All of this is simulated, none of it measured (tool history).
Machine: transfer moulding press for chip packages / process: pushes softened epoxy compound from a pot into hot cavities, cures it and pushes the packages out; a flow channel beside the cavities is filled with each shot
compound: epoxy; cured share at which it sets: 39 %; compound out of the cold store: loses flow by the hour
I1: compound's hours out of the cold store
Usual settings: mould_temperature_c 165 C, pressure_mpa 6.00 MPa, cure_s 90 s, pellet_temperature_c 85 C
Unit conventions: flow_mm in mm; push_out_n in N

Run 1, hour 0.0: usual settings; I1 25.5. Result: flow_mm 683 mm, push_out_n 297 N.
At hour 11.2: cavities cleaned with cleaning compound and waxed.
Run 2, hour 19.0: usual settings; I1 30.8. Result: flow_mm 664 mm, push_out_n 248 N.
Run 3, hour 35.5: usual settings but pellet_temperature_c 77 C; I1 16.7. Result: flow_mm 702 mm, push_out_n 309 N.
At hour 44.0: cavities cleaned with cleaning compound and waxed.
Run 4, hour 55.0: usual settings but pellet_temperature_c 77 C; I1 23.5. Result: flow_mm 679 mm, push_out_n 263 N.
Run 5, hour 72.0: usual settings but cure_s 94 s; I1 42.9. Result: flow_mm 622 mm, push_out_n 298 N.
At hour 77.7: cavities cleaned with cleaning compound and waxed.
Run 6, hour 85.0: usual settings but pressure_mpa 5.27 MPa, cure_s 94 s; I1 20.4. Result: flow_mm 640 mm, push_out_n 239 N.
Run 7, hour 101.8: usual settings; I1 24.4. Result: flow_mm 662 mm, push_out_n 299 N.
At hour 111.8: cavities cleaned with cleaning compound and waxed.
Run 8, hour 122.1: usual settings; I1 14.4. Result: flow_mm 706 mm, push_out_n 269 N.
At hour 145.5: cavities cleaned with cleaning compound and waxed.
Run 9, hour 150.5: usual settings; I1 33.5. Result: flow_mm 634 mm, push_out_n 240 N.
At hour 156.8: plunger's sealing rings changed.
Run 10, hour 170.6: usual settings; I1 39.9. Result: flow_mm 677 mm, push_out_n 277 N.
At hour 181.0: cavities cleaned with cleaning compound and waxed.
Run 11, hour 185.0: usual settings; I1 19.9. Result: flow_mm 752 mm, push_out_n 236 N.
Run 12, hour 211.1: usual settings; I1 8.5. Result: flow_mm 793 mm, push_out_n 325 N.
At hour 215.2: cavities cleaned with cleaning compound and waxed.
Run 13, hour 228.7: usual settings; I1 33.8. Result: flow_mm 692 mm, push_out_n 274 N.
At hour 248.1: cavities cleaned with cleaning compound and waxed.
Run 14, hour 253.4: usual settings; I1 39.6. Result: flow_mm 670 mm, push_out_n 237 N.
Run 15, hour 271.7: usual settings but pressure_mpa 7.27 MPa, cure_s 88 s; I1 37.0. Result: flow_mm 739 mm, push_out_n 316 N.
At hour 281.9: cavities cleaned with cleaning compound and waxed.
Run 16, hour 294.0: usual settings but mould_temperature_c 157 C, cure_s 127 s; I1 19.5. Result: flow_mm 757 mm, push_out_n 264 N.
At hour 314.4: cavities cleaned with cleaning compound and waxed.
Run 17, hour 319.0: usual settings but mould_temperature_c 164 C, pressure_mpa 6.93 MPa, cure_s 91 s, pellet_temperature_c 89 C; I1 17.5. Result: flow_mm 784 mm, push_out_n 252 N.
Run 18, hour 343.0: usual settings but mould_temperature_c 171 C, cure_s 109 s, pellet_temperature_c 76 C; I1 30.4. Result: flow_mm 663 mm, push_out_n 250 N.
At hour 347.1: cavities cleaned with cleaning compound and waxed.
Run 19, hour 355.9: usual settings but mould_temperature_c 168 C, pressure_mpa 6.63 MPa, cure_s 78 s, pellet_temperature_c 88 C; I1 46.0. Result: flow_mm 653 mm, push_out_n 258 N.
At hour 380.6: cavities cleaned with cleaning compound and waxed.
Run 20, hour 380.9: usual settings but mould_temperature_c 168 C, pressure_mpa 6.63 MPa, cure_s 78 s, pellet_temperature_c 88 C; I1 8.7. Result: flow_mm 782 mm, push_out_n 233 N.
Run 21, hour 396.7: usual settings but mould_temperature_c 168 C, pressure_mpa 6.63 MPa, cure_s 78 s, pellet_temperature_c 88 C; I1 43.7. Result: flow_mm 655 mm, push_out_n 282 N.
At hour 413.6: cavities cleaned with cleaning compound and waxed.
Run 22, hour 424.7: usual settings but mould_temperature_c 162 C, pressure_mpa 7.25 MPa, pellet_temperature_c 93 C; I1 21.9. Result: flow_mm 775 mm, push_out_n 307 N.
At hour 447.7: cavities cleaned with cleaning compound and waxed.
Run 23, hour 449.9: usual settings but mould_temperature_c 162 C, pressure_mpa 7.25 MPa, pellet_temperature_c 93 C; I1 13.5. Result: flow_mm 803 mm, push_out_n 262 N.
Run 24, hour 477.1: usual settings but mould_temperature_c 167 C, pressure_mpa 6.01 MPa, cure_s 74 s, pellet_temperature_c 81 C; I1 31.5. Result: flow_mm 653 mm, push_out_n 393 N.
At hour 481.1: cavities cleaned with cleaning compound and waxed.
Run 25, hour 499.4: usual settings but mould_temperature_c 167 C, pressure_mpa 6.58 MPa, cure_s 74 s, pellet_temperature_c 81 C; I1 36.8. Result: flow_mm 648 mm, push_out_n 352 N.
At hour 513.8: cavities cleaned with cleaning compound and waxed.
Run 26, hour 513.8: usual settings but mould_temperature_c 171 C, pressure_mpa 6.58 MPa, cure_s 81 s; I1 44.3. Result: flow_mm 626 mm, push_out_n 193 N.

Each row is a separate what-if for the run after 26, all from the same tool condition, not one after another. Results?
Run A, hour 533.1: usual settings but pressure_mpa 5.19 MPa; I1 21.0. Result: flow_mm ?, push_out_n ?.
Run B, hour 533.1: usual settings but pressure_mpa 5.06 MPa; I1 24.5. Result: flow_mm ?, push_out_n ?.
Run C, hour 533.1: usual settings but mould_temperature_c 168 C, pressure_mpa 6.85 MPa, cure_s 76 s; I1 25.3. Result: flow_mm ?, push_out_n ?.
Run D, hour 533.1: usual settings but mould_temperature_c 169 C, pressure_mpa 6.76 MPa, pellet_temperature_c 89 C; I1 47.6. Result: flow_mm ?, push_out_n ?.
Run E, hour 533.1: usual settings but mould_temperature_c 170 C, pressure_mpa 6.58 MPa, cure_s 81 s; I1 32.4. Result: flow_mm ?, push_out_n ?.

run  flow_mm  push_out_n
  A      629         286
  B      615         288
  C      702         320
  D      617         247
  E      657         256
Without the tool's unlogged condition, the same runs would have read:
run  flow_mm  push_out_n
  A      700         221
  B      684         222
  C      780         249
  D      686         188
  E      729         196

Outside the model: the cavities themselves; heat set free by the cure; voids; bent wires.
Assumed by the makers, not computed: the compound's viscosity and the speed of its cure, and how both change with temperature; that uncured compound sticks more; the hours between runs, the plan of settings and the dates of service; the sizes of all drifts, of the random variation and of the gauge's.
